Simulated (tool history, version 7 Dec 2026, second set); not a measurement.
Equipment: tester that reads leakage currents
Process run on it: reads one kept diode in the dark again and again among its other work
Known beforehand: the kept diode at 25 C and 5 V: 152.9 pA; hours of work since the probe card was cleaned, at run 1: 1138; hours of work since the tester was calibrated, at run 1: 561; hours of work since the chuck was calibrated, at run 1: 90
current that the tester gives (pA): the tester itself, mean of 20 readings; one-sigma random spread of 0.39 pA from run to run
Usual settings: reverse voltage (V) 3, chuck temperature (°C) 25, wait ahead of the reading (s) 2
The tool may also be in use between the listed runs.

| run | day | reverse voltage (V) | chuck temperature (°C) | wait ahead of the reading (s) | hours of work since the probe card was cleaned | hours of work since the tester was calibrated | hours of work since the chuck was calibrated | current that the tester gives (pA) |
|---|---|---|---|---|---|---|---|---|
| 1 | 0 | 3 | 25 | 2 | 1138 | 561 | 90 | 131.8 |
| 2 | 1.512 | 3 | 25 | 2 | 1153 | 575 | 105 | 132.61 |
| 3 | 3.396 | 3 | 25 | 2 | 1171 | 594 | 123 | 132.42 |
| 4 | 5.104 | 3 | 53 | 2 | 1188 | 610 | 140 | 839.67 |
| 5 | 6.95 | 3 | 25 | 2 | 1206 | 628 | 158 | 131.91 |
| 6 | 9.292 | 3 | 25 | 2 | 1228 | 651 | 180 | 132.8 |
| 7 | 11.008 | 3 | 25 | 2 | 1245 | 667 | 197 | 131.58 |
| 8 | 12.1 | 3 | 25 | 2 | 1255 | 678 | 207 | 132.08 |
|  | 12.367 | chuck's temperature calibrated |
| 9 | 14.125 | 3 | 25 | 2 | 1274 | 697 | 17 | 132.1 |
| 10 | 16.133 | 3 | 25 | 2 | 1294 | 716 | 36 | 131.93 |
| 11 | 18.25 | 4.72 | 25 | 2 | 1314 | 737 | 57 | 154.58 |
| 12 | 19.529 | 4.72 | 25 | 2 | 1327 | 749 | 69 | 154.71 |
| 13 | 21.283 | 1.31 | 24 | 6.14 | 1343 | 766 | 86 | 92.21 |
|  | 22.467 | chuck's temperature calibrated, once more |
| 14 | 23.679 | 6.53 | 25 | 8.08 | 1366 | 788 | 12 | 175.33 |
| 15 | 25.762 | 3 | 24 | 2 | 1386 | 808 | 32 | 124.57 |
| 16 | 27.025 | 2.92 | 34 | 1.44 | 1398 | 821 | 44 | 247.25 |
| 17 | 28.167 | 2.92 | 34 | 1.44 | 1409 | 832 | 55 | 247.04 |
| 18 | 30.308 | 1.2 | 21 | 2 | 1430 | 852 | 76 | 72.73 |
| 19 | 32.033 | 2.97 | 21 | 0.59 | 1447 | 869 | 93 | 101.47 |
| 20 | 33.121 | 2.97 | 21 | 0.59 | 1457 | 880 | 103 | 100.86 |
| 21 | 34.321 | 2.97 | 21 | 0.59 | 1469 | 891 | 115 | 100.91 |
| 22 | 36.267 | 1.46 | 22 | 6.21 | 1488 | 910 | 134 | 83.53 |

Predict each of these 3 candidate next runs independently; none follows another, all start after run 22:
| A | 37.458 | 3.62 | 48 | 0.62 | 1499 | 922 | 145 | ? |
| B | 37.458 | 5.01 | 28 | 0.71 | 1499 | 922 | 145 | ? |
| C | 37.458 | 6.26 | 25 | 2 | 1499 | 922 | 145 | ? |

| run | current that the tester gives (pA) |
|---|---|
| A | 658.33 |
| B | 199.87 |
| C | 172.8 |
With the hidden condition removed and each run's random variation left untouched, the same runs would have given:
| run | current that the tester gives (pA) |
|---|---|
| A | 655.16 |
| B | 194.17 |
| C | 165.57 |
